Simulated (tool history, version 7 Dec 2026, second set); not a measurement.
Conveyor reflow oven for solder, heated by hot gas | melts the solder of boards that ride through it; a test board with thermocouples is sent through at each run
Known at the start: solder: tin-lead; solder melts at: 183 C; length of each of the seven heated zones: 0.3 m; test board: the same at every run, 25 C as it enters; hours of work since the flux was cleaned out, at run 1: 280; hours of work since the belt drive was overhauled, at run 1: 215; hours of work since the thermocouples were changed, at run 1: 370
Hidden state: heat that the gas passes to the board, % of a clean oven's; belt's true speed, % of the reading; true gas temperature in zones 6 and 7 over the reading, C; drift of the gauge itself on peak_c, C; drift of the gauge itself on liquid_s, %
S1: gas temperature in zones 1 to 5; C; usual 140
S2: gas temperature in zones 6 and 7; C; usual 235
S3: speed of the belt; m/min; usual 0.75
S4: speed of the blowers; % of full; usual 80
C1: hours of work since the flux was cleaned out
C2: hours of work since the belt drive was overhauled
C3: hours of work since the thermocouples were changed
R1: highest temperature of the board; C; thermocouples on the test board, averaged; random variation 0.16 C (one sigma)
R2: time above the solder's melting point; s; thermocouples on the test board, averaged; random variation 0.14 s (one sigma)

{"run": 1, "hour": 0.0, "S1": 140, "S2": 235, "S3": 0.75, "S4": 80, "C1": 280, "C2": 215, "C3": 370, "R1": 218.1, "R2": 37}
{"run": 2, "hour": 8.3, "S1": 140, "S2": 235, "S3": 0.75, "S4": 80, "C1": 285, "C2": 221, "C3": 375, "R1": 218, "R2": 37}
{"run": 3, "hour": 13.9, "S1": 140, "S2": 250, "S3": 0.75, "S4": 80, "C1": 289, "C2": 224, "C3": 379, "R1": 231.1, "R2": 42.2}
{"run": 4, "hour": 24.0, "S1": 140, "S2": 250, "S3": 0.75, "S4": 80, "C1": 296, "C2": 231, "C3": 386, "R1": 231, "R2": 42.2}
{"run": 5, "hour": 28.7, "S1": 140, "S2": 235, "S3": 0.75, "S4": 80, "C1": 299, "C2": 234, "C3": 389, "R1": 218.1, "R2": 36.6}
{"run": 6, "hour": 36.6, "S1": 140, "S2": 235, "S3": 0.75, "S4": 80, "C1": 304, "C2": 239, "C3": 394, "R1": 218, "R2": 36.8}
{"run": 7, "hour": 43.5, "S1": 140, "S2": 235, "S3": 0.75, "S4": 80, "C1": 309, "C2": 244, "C3": 399, "R1": 218.1, "R2": 36.8}
{"run": 8, "hour": 48.2, "S1": 140, "S2": 235, "S3": 0.75, "S4": 80, "C1": 312, "C2": 247, "C3": 402, "R1": 217.6, "R2": 36.5}
{"run": 9, "hour": 56.4, "S1": 148, "S2": 235, "S3": 0.75, "S4": 80, "C1": 317, "C2": 253, "C3": 407, "R1": 219.7, "R2": 39.4}
{"run": 10, "hour": 63.4, "S1": 148, "S2": 235, "S3": 0.75, "S4": 80, "C1": 322, "C2": 257, "C3": 412, "R1": 219.5, "R2": 39.6}
{"run": 11, "hour": 71.5, "S1": 140, "S2": 235, "S3": 0.75, "S4": 80, "C1": 327, "C2": 263, "C3": 417, "R1": 218.1, "R2": 36.8}
{"run": 12, "hour": 75.9, "S1": 140, "S2": 235, "S3": 0.75, "S4": 80, "C1": 330, "C2": 265, "C3": 420, "R1": 218.1, "R2": 36.7}
{"run": 13, "hour": 80.4, "S1": 140, "S2": 235, "S3": 0.75, "S4": 80, "C1": 333, "C2": 268, "C3": 423, "R1": 218.2, "R2": 36.7}
{"run": 14, "hour": 85.3, "S1": 140, "S2": 235, "S3": 0.75, "S4": 80, "C1": 336, "C2": 272, "C3": 426, "R1": 217.9, "R2": 36.6}
{"run": 15, "hour": 91.8, "S1": 140, "S2": 235, "S3": 0.75, "S4": 80, "C1": 341, "C2": 276, "C3": 431, "R1": 218.1, "R2": 36.6}
{"run": 16, "hour": 97.7, "S1": 134, "S2": 235, "S3": 0.75, "S4": 80, "C1": 345, "C2": 280, "C3": 434, "R1": 216.7, "R2": 34.8}
{"run": 17, "hour": 107.9, "S1": 152, "S2": 245, "S3": 0.807, "S4": 87, "C1": 351, "C2": 287, "C3": 441, "R1": 227.4, "R2": 40.6}
{"run": 18, "hour": 117.2, "S1": 142, "S2": 226, "S3": 0.75, "S4": 80, "C1": 357, "C2": 293, "C3": 447, "R1": 210.5, "R2": 33.3}
{"run": 19, "hour": 123.3, "S1": 142, "S2": 226, "S3": 0.75, "S4": 80, "C1": 361, "C2": 297, "C3": 451, "R1": 210.5, "R2": 33.3}
{"run": 20, "hour": 129.4, "S1": 142, "S2": 226, "S3": 0.75, "S4": 80, "C1": 365, "C2": 301, "C3": 455, "R1": 210.5, "R2": 33.6}
{"run": 21, "hour": 136.4, "S1": 142, "S2": 226, "S3": 0.75, "S4": 80, "C1": 370, "C2": 306, "C3": 460, "R1": 210.6, "R2": 33.4}
{"run": 22, "hour": 146.5, "S1": 142, "S2": 248, "S3": 0.771, "S4": 80, "C1": 377, "C2": 312, "C3": 467, "R1": 228.3, "R2": 40.6}
{"run": 23, "hour": 152.7, "S1": 139, "S2": 232, "S3": 0.798, "S4": 53, "C1": 381, "C2": 316, "C3": 471, "R1": 206, "R2": 26.4}
{"run": 24, "hour": 156.9, "S1": 149, "S2": 236, "S3": 0.641, "S4": 83, "C1": 384, "C2": 319, "C3": 474, "R1": 225.2, "R2": 49.8}
{"run": 25, "hour": 164.7, "S1": 140, "S2": 246, "S3": 0.75, "S4": 78, "C1": 389, "C2": 324, "C3": 479, "R1": 227, "R2": 40.5}
{"run": 26, "hour": 174.7, "S1": 144, "S2": 245, "S3": 0.75, "S4": 80, "C1": 396, "C2": 331, "C3": 485, "R1": 227, "R2": 41.6}
{"run": 27, "hour": 183.5, "S1": 151, "S2": 235, "S3": 0.832, "S4": 80, "C1": 401, "C2": 337, "C3": 491, "R1": 216.7, "R2": 34.7}
{"run": 28, "hour": 190.2, "S1": 140, "S2": 244, "S3": 0.75, "S4": 88, "C1": 406, "C2": 341, "C3": 496, "R1": 226.7, "R2": 40.5}
{"run": 29, "hour": 199.9, "S1": 140, "S2": 244, "S3": 0.814, "S4": 79, "C1": 412, "C2": 348, "C3": 502, "R1": 221.9, "R2": 35.5}
{"run": 30, "hour": 210.0, "S1": 137, "S2": 235, "S3": 0.889, "S4": 80, "C1": 419, "C2": 354, "C3": 509, "R1": 210.7, "R2": 26.2}
{"run": 31, "hour": 218.7, "S1": 137, "S2": 235, "S3": 0.889, "S4": 80, "C1": 425, "C2": 360, "C3": 515, "R1": 210.5, "R2": 26.3}
{"run": 32, "hour": 228.3, "S1": 128, "S2": 235, "S3": 0.889, "S4": 80, "C1": 431, "C2": 366, "C3": 521, "R1": 208.3, "R2": 23.2}

Hidden state or all else? Some run-to-run changes of R1, split into what the settings, what came in and random variation would give without the hidden state, and what is left for the hidden state (with any gauge scatter that isn't in both results):
Run 21 -> 22: S2 226 -> 248, S3 0.75 -> 0.771. R1 +17.7 C: hidden state -0.4, all else +18.1.
Run 22 -> 23: S1 142 -> 139, S2 248 -> 232, S3 0.771 -> 0.798, S4 80 -> 53. R1 -22.3 C: hidden state +0.2, all else -22.5.
Run 23 -> 24: S1 139 -> 149, S2 232 -> 236, S3 0.798 -> 0.641, S4 53 -> 83. R1 +19.2 C: hidden state +0.4, all else +18.8.
Run 24 -> 25: S1 149 -> 140, S2 236 -> 246, S3 0.641 -> 0.75, S4 83 -> 78. R1 +1.8 C: hidden state -0.6, all else +2.4.
